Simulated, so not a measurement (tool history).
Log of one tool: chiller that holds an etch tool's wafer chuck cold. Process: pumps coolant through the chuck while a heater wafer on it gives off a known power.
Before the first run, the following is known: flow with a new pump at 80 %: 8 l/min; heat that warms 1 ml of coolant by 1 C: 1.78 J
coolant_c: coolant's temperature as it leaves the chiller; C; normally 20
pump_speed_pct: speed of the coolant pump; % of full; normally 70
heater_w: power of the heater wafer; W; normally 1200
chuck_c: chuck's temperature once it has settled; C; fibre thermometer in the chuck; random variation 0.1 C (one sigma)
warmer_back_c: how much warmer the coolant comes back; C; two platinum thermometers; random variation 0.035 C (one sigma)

run,hour,coolant_c,pump_speed_pct,heater_w,chuck_c,warmer_back_c
1,0.0,20,70,1200,35.3,5.79
2,40.7,13,70,1200,28.3,5.84
3,78.7,13,70,1200,28.3,5.88
4,120.5,13,70,1200,28.2,5.83
5,172.2,13,70,1200,28.2,5.84
# hour 201.2: chiller's thermometer calibrated
6,221.8,13,70,1200,28.3,5.83
7,273.7,20,77,1200,34.4,5.31
8,323.3,20,70,1118,34.1,5.41
9,346.8,20,70,1118,34.2,5.36
10,378.1,20,70,1118,34.3,5.40
11,430.4,20,89,1118,32.0,4.26
12,465.4,20,89,1118,32.2,4.24
13,493.9,14,89,1118,26.2,4.22
14,527.5,14,89,1118,26.1,4.24
15,580.0,14,89,1118,26.4,4.26
16,615.5,14,89,1118,26.2,4.23
17,644.1,14,89,1118,26.1,4.20
18,690.0,14,89,1118,26.3,4.20
19,716.6,14,89,1118,26.1,4.27
20,738.7,14,91,1200,26.7,4.50
21,774.4,14,91,1200,27.1,4.40
22,815.8,16,98,1200,28.4,4.12
23,844.2,16,82,1334,31.2,5.54
24,883.7,16,82,1334,31.4,5.46
25,908.4,21,66,810,31.7,4.17
26,950.2,21,66,810,31.7,4.14
27,984.1,20,70,1560,39.7,7.56

Predict each of these 5 candidate next runs independently; none follows another, all start after run 27:
A,1014.5,21,79,1605,?,?
B,1014.5,29,73,1409,?,?
C,1014.5,21,70,1200,?,?
D,1014.5,17,70,1611,?,?
E,1014.5,16,83,1353,?,?

run,chuck_c,warmer_back_c
A,39.8,6.88
B,46.5,6.57
C,36.3,5.84
D,37.5,7.80
E,31.7,5.49
Without the tool's unlogged condition, the same runs would have read:
run,chuck_c,warmer_back_c
A,39.8,6.88
B,46.5,6.57
C,36.3,5.84
D,37.5,7.80
E,31.6,5.48

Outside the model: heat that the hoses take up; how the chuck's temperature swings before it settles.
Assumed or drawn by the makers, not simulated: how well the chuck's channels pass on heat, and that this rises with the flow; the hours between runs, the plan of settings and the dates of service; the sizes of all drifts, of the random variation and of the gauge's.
